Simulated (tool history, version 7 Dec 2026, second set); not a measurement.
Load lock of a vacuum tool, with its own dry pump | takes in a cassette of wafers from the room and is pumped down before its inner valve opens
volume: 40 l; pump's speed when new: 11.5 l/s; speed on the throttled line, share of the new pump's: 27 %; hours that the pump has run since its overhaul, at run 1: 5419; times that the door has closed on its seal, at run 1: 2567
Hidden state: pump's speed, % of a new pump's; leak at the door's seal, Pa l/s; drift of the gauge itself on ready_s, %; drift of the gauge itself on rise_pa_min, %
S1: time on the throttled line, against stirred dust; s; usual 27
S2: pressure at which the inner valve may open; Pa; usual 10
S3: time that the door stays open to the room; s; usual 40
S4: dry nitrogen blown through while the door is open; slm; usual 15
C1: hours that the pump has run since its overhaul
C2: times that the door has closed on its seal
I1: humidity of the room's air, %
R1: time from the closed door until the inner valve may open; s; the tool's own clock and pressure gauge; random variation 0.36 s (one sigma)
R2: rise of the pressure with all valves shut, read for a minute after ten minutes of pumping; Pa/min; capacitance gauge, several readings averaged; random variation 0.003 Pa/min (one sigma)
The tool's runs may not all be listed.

Run 1, hour 0.0: usual settings; C1 5419; C2 2567; I1 43.1. Result: R1 52.4 s, R2 0.019 Pa/min.
Run 2, hour 84.2: usual settings but S2 18 Pa; C1 5503; C2 2767; I1 43.2. Result: R1 50.3 s, R2 0.023 Pa/min.
Run 3, hour 193.8: usual settings but S2 18 Pa; C1 5613; C2 3028; I1 43.2. Result: R1 49.6 s, R2 0.023 Pa/min.
Run 4, hour 294.7: usual settings; C1 5714; C2 3269; I1 46.4. Result: R1 51.7 s, R2 0.017 Pa/min.
Run 5, hour 385.2: usual settings but S3 26 s; C1 5805; C2 3484; I1 46.6. Result: R1 51.7 s, R2 0.013 Pa/min.
Run 6, hour 445.7: usual settings but S3 26 s; C1 5865; C2 3628; I1 45.8. Result: R1 52.2 s, R2 0.013 Pa/min.
Run 7, hour 490.8: usual settings but S4 5 slm; C1 5910; C2 3735; I1 44.4. Result: R1 51.9 s, R2 0.025 Pa/min.
Run 8, hour 595.6: usual settings; C1 6015; C2 3985; I1 46.3. Result: R1 51.9 s, R2 0.023 Pa/min.
Run 9, hour 657.2: usual settings; C1 6077; C2 4132; I1 46.8. Result: R1 52.4 s, R2 0.020 Pa/min.
Run 10, hour 712.0: usual settings but S1 17 s, S2 16 Pa, S3 62 s; C1 6131; C2 4262; I1 42.1. Result: R1 43.1 s, R2 0.021 Pa/min.
Run 11, hour 791.4: usual settings but S1 17 s, S2 8 Pa, S3 62 s, S4 6 slm; C1 6211; C2 4451; I1 43.0. Result: R1 45.4 s, R2 0.033 Pa/min.
Run 12, hour 862.4: usual settings but S1 17 s, S2 8 Pa, S3 62 s, S4 6 slm; C1 6282; C2 4620; I1 42.0. Result: R1 45.4 s, R2 0.031 Pa/min.
Run 13, hour 917.8: usual settings but S1 16 s, S4 6 slm; C1 6337; C2 4752; I1 47.9. Result: R1 43.8 s, R2 0.027 Pa/min.
Run 14, hour 963.4: usual settings but S1 29 s, S3 36 s, S4 6 slm; C1 6383; C2 4861; I1 41.6. Result: R1 54.0 s, R2 0.016 Pa/min.
Run 15, hour 1032.9: usual settings but S1 29 s, S3 36 s, S4 6 slm; C1 6452; C2 5026; I1 43.2. Result: R1 54.1 s, R2 0.021 Pa/min.
Run 16, hour 1134.5: usual settings but S1 29 s, S3 36 s, S4 6 slm; C1 6554; C2 5268; I1 46.3. Result: R1 53.9 s, R2 0.024 Pa/min.

Forecast each of these 3 alternatives for the next run:
Run A, hour 1189.6: usual settings but S2 20 Pa, S3 205 s, S4 6 slm; C1 6609; C2 5399; I1 44.2. Result: R1 ?, R2 ?.
Run B, hour 1189.6: usual settings but S1 18 s, S3 36 s, S4 6 slm; C1 6609; C2 5399; I1 44.0. Result: R1 ?, R2 ?.
Run C, hour 1189.6: usual settings but S1 29 s, S2 8 Pa, S3 36 s, S4 6 slm; C1 6609; C2 5399; I1 46.1. Result: R1 ?, R2 ?.

run    R1     R2
  A  49.6  0.087
  B  45.3  0.022
  C  53.8  0.026
Without the tool's hidden state the same runs would have given:
run    R1     R2
  A  49.6  0.087
  B  45.3  0.022
  C  53.8  0.026

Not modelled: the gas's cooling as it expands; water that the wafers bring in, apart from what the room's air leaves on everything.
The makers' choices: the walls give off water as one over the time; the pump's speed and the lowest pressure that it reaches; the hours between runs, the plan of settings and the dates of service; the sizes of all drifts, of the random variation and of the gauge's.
